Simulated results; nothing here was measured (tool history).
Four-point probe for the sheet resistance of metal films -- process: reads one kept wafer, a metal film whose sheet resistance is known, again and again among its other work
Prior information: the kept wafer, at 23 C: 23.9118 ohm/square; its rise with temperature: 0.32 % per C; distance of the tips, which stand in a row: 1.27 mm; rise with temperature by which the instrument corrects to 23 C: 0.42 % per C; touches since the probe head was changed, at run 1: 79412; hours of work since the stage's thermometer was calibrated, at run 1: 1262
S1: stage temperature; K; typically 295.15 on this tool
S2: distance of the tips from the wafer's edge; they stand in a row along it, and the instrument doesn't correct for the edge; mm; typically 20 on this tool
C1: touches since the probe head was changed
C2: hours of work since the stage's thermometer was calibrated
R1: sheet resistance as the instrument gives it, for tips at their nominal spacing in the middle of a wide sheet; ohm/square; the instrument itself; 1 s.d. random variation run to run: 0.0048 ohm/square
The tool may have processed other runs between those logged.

run   hour      S1  S2      C1    C2         R1
  1      0  295.15  20   79412  1262  23.969182
  2   42.3  305.15  20   82144  1293  23.723717
  3   79.5  295.15  20   84548  1321  23.948453
  4  111.8  295.15  20   86638  1345  23.948409
  5  142.8  295.15  20   88638  1368   23.94752
  6  177.6  295.15  20   90887  1394  23.947068
  7  207.6  295.15  20   92827  1416  23.955905
  8  227.7  295.15  20   94126  1431  23.946568
  9  263.3  295.15  20   96422  1458   23.94801
 10    291  306.15   5   98214  1478  24.432428
 11  330.6  306.15   4  100773  1508  24.842468
 12  370.1  306.15   4  103322  1537  24.838679
 13  389.7  306.15   4  104589  1552  24.845149

Below are 4 alternative next runs, each starting from the tool's condition after run 13. Predict each:
  A  424.8  295.15  16  106858  1578   ?
  B  424.8  291.15  13  106858  1578   ?
  C  424.8  292.15  38  106858  1578   ?
  D  424.8  305.15   4  106858  1578   ?

run         R1
  A  23.957078
  B  24.099839
  C  23.971891
  D  24.864585
What these runs would have given with no unlogged condition in the tool:
run         R1
  A  24.011842
  B  24.155441
  C  24.027074
  D  24.920097
